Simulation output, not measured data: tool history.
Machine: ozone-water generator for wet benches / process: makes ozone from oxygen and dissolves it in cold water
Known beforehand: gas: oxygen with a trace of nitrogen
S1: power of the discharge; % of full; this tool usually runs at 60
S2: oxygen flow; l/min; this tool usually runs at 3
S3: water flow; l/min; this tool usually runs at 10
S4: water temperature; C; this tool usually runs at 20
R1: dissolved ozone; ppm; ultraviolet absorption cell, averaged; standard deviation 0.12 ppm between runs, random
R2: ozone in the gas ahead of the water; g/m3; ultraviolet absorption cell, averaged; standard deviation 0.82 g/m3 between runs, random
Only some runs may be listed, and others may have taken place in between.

Run 1, hour 0: usual settings. Result: R1 10.8 ppm, R2 129.2 g/m3.
Run 2, hour 48.4: usual settings but S4 19 C. Result: R1 10.9 ppm, R2 130.1 g/m3.
Run 3, hour 81.5: usual settings but S4 19 C. Result: R1 10.9 ppm, R2 128.6 g/m3.
Run 4, hour 130.1: usual settings but S2 3.8 l/min, S4 19 C. Result: R1 10.8 ppm, R2 114.7 g/m3.
Run 5, hour 187: usual settings. Result: R1 10.8 ppm, R2 128.8 g/m3.
Run 6, hour 239: usual settings. Result: R1 10.5 ppm, R2 129.6 g/m3.
Run 7, hour 306.5: usual settings but S4 23 C. Result: R1 10 ppm, R2 129.1 g/m3.
Run 8, hour 349.2: usual settings but S4 23 C. Result: R1 10.1 ppm, R2 128.9 g/m3.
Run 9, hour 386.6: usual settings but S4 23 C. Result: R1 9.9 ppm, R2 127.1 g/m3.
Run 10, hour 419.3: usual settings but S4 23 C. Result: R1 10.1 ppm, R2 127.9 g/m3.
Run 11, hour 456: usual settings but S2 4.77 l/min. Result: R1 10.3 ppm, R2 100.2 g/m3.
Run 12, hour 502.4: usual settings. Result: R1 10.4 ppm, R2 129.8 g/m3.
Run 13, hour 539.8: usual settings but S4 15 C. Result: R1 11.4 ppm, R2 129 g/m3.
Run 14, hour 590: usual settings but S4 15 C. Result: R1 11.3 ppm, R2 127.4 g/m3.
Run 15, hour 652.7: usual settings but S1 67 % of full, S2 3.49 l/min, S4 19 C. Result: R1 11.3 ppm, R2 126.5 g/m3.
Run 16, hour 722: usual settings but S1 68 % of full, S4 15 C. Result: R1 12.2 ppm, R2 135.3 g/m3.
Run 17, hour 765: usual settings but S3 11 l/min. Result: R1 9.3 ppm, R2 128.8 g/m3.
Run 18, hour 813.6: usual settings but S3 11 l/min, S4 17 C. Result: R1 9.6 ppm, R2 127.5 g/m3.
Run 19, hour 861.1: usual settings but S2 2.81 l/min, S3 8 l/min, S4 27 C. Result: R1 10.4 ppm, R2 131.6 g/m3.
Run 20, hour 913.5: usual settings but S2 2.81 l/min, S3 8 l/min, S4 27 C. Result: R1 11.5 ppm, R2 130.9 g/m3.
Run 21, hour 969.4: usual settings but S1 79 % of full, S2 2.14 l/min, S3 8 l/min, S4 27 C. Result: R1 14.1 ppm, R2 177.4 g/m3.
Run 22, hour 1004.2: usual settings but S1 79 % of full, S2 5 l/min, S3 7 l/min, S4 18 C. Result: R1 16.2 ppm, R2 114.8 g/m3.
Run 23, hour 1048.7: usual settings but S2 2.41 l/min, S4 27 C. Result: R1 9.9 ppm, R2 140.7 g/m3.
Run 24, hour 1110.4: usual settings but S1 73 % of full, S3 8 l/min. Result: R1 14.5 ppm, R2 140.6 g/m3.
Run 25, hour 1158.9: usual settings but S1 73 % of full, S3 8 l/min. Result: R1 14.5 ppm, R2 140.4 g/m3.
Run 26, hour 1207.7: usual settings but S1 73 % of full, S3 8 l/min. Result: R1 14.4 ppm, R2 140.2 g/m3.
Run 27, hour 1275.6: usual settings but S1 55 % of full, S2 1.82 l/min, S3 11 l/min, S4 15 C. Result: R1 10 ppm, R2 154.3 g/m3.
Run 28, hour 1334.6: usual settings but S1 55 % of full, S2 1.82 l/min, S3 11 l/min, S4 15 C. Result: R1 9.6 ppm, R2 153.8 g/m3.

Taken out of this log: 2 entries between the listed runs. Where each belongs, and how the hidden state differs across it:
After run 16, before run 17: contactor cleaned (hour 730.5)
  yield of the discharge, % of new electrodes': 97.4 -> 97.3; contactor's efficiency, % of a clean one's: 88.5 -> 83.7
  the result without the hidden state subtracted from the measured one, R1: -1.4 -> -1.4 ppm; R2: -3.5 -> -3.2 g/m3
After run 19, before run 20: contactor cleaned, once more (hour 908.1)
  yield of the discharge, % of new electrodes': 97 -> 96.9; contactor's efficiency, % of a clean one's: 83.5 -> 98.5
  the result without the hidden state subtracted from the measured one, R1: -1.6 -> -0.5 ppm; R2: -3.7 -> -3.8 g/m3

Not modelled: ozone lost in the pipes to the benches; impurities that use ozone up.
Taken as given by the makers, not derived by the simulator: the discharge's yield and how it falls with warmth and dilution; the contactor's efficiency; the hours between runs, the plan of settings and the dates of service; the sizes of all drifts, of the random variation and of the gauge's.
